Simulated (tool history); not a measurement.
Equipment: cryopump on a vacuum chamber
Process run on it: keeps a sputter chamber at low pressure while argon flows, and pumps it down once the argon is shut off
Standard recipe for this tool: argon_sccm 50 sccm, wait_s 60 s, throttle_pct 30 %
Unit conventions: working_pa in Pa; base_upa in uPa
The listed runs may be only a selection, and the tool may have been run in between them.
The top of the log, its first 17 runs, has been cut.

Run 18, hour 360.2: usual settings but argon_sccm 38 sccm, wait_s 225 s. Result: working_pa 0.0959 Pa, base_upa 0.43 uPa.
Run 19, hour 388.3: usual settings but argon_sccm 63 sccm, wait_s 159 s, throttle_pct 34 %. Result: working_pa 0.1407 Pa, base_upa 0.46 uPa.
Run 20, hour 416.0: usual settings but argon_sccm 100 sccm, wait_s 34 s, throttle_pct 48 %. Result: working_pa 0.1601 Pa, base_upa 0.89 uPa.
Run 21, hour 432.4: usual settings but argon_sccm 34 sccm, wait_s 30 s, throttle_pct 48 %. Result: working_pa 0.0544 Pa, base_upa 1.02 uPa.
Run 22, hour 456.5: usual settings but argon_sccm 34 sccm, wait_s 45 s, throttle_pct 26 %. Result: working_pa 0.0997 Pa, base_upa 0.77 uPa.
Run 23, hour 485.0: usual settings but argon_sccm 38 sccm, wait_s 45 s, throttle_pct 24 %. Result: working_pa 0.1212 Pa, base_upa 0.77 uPa.
Run 24, hour 496.8: usual settings but argon_sccm 38 sccm, wait_s 45 s, throttle_pct 24 %. Result: working_pa 0.1205 Pa, base_upa 0.77 uPa.
Run 25, hour 522.9: usual settings but argon_sccm 74 sccm, wait_s 61 s, throttle_pct 36 %. Result: working_pa 0.1596 Pa, base_upa 0.72 uPa.
Run 26, hour 542.6: usual settings but argon_sccm 46 sccm, wait_s 254 s. Result: working_pa 0.1187 Pa, base_upa 0.50 uPa.
Run 27, hour 564.0: usual settings but argon_sccm 59 sccm, wait_s 30 s, throttle_pct 32 %. Result: working_pa 0.1450 Pa, base_upa 1.06 uPa.
Run 28, hour 580.0: usual settings but argon_sccm 25 sccm, wait_s 26 s, throttle_pct 58 %. Result: working_pa 0.0347 Pa, base_upa 1.15 uPa.
Run 29, hour 599.5: usual settings but wait_s 225 s. Result: working_pa 0.1315 Pa, base_upa 0.51 uPa.
Run 30, hour 623.3: usual settings but argon_sccm 43 sccm, wait_s 276 s. Result: working_pa 0.1132 Pa, base_upa 0.53 uPa.
Run 31, hour 652.6: usual settings but argon_sccm 51 sccm, wait_s 34 s, throttle_pct 17 %. Result: working_pa 0.2302 Pa, base_upa 1.01 uPa.
Run 32, hour 673.0: usual settings but argon_sccm 94 sccm, wait_s 68 s, throttle_pct 15 %. Result: working_pa 0.4805 Pa, base_upa 0.73 uPa.

Here are 5 independent what-if runs from the current tool condition. What would each one return?
Run A, hour 698.2: usual settings but argon_sccm 53 sccm, wait_s 113 s, throttle_pct 44 %. Result: working_pa ?, base_upa ?.
Run B, hour 698.2: usual settings but argon_sccm 21 sccm, wait_s 184 s. Result: working_pa ?, base_upa ?.
Run C, hour 698.2: usual settings but argon_sccm 37 sccm, throttle_pct 37 %. Result: working_pa ?, base_upa ?.
Run D, hour 698.2: usual settings but argon_sccm 94 sccm, wait_s 68 s, throttle_pct 17 %. Result: working_pa ?, base_upa ?.
Run E, hour 698.2: usual settings but argon_sccm 97 sccm. Result: working_pa ?, base_upa ?.

run  working_pa  base_upa
  A      0.0990      0.67
  B      0.0553      0.60
  C      0.0814      0.78
  D      0.4298      0.81
  E      0.2571      0.82
The same runs, with their run-to-run variation unchanged, on a tool lacking any hidden condition would have given:
run  working_pa  base_upa
  A      0.0897      0.29
  B      0.0516      0.23
  C      0.0750      0.42
  D      0.4132      0.44
  E      0.2401      0.45

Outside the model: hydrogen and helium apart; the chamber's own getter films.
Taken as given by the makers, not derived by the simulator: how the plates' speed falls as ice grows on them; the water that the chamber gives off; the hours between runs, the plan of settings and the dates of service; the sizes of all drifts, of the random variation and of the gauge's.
